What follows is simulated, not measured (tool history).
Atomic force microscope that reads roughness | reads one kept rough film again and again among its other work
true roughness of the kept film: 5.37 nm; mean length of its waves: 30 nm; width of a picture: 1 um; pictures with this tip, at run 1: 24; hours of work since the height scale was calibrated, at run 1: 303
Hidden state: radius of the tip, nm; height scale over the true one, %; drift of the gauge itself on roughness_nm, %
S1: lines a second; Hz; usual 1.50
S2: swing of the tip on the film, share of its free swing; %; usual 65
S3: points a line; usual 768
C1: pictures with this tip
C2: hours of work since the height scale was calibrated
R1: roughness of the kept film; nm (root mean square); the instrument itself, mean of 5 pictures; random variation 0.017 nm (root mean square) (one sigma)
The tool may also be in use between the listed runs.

run,hour,S1,S2,S3,C1,C2,R1
1,0.0,1.50,65,768,24,303,3.903
2,5.0,1.50,65,558,34,307,3.806
3,11.1,1.50,65,768,47,312,3.724
4,22.1,1.50,74,768,69,320,3.472
5,30.5,1.50,65,768,86,327,3.488
6,41.8,1.50,80,768,109,336,3.183
# hour 43.7: height scale calibrated on a step standard
7,53.9,1.50,67,768,131,8,3.198
8,64.6,0.54,67,468,153,16,3.164
9,73.5,1.50,81,419,171,23,2.812
# hour 77.3: height scale calibrated on a step standard, once more
10,84.3,1.50,81,419,190,6,2.797
11,91.4,0.74,55,768,205,11,3.003
12,100.1,3.92,66,531,222,18,2.609
13,108.3,1.37,62,851,239,24,2.811

Forecast run 14:
14,117.8,1.37,62,851,258,32,?

R1: 2.731 nm (root mean square)
Without the tool's hidden state the same run would have given R1 4.199 nm (root mean square).
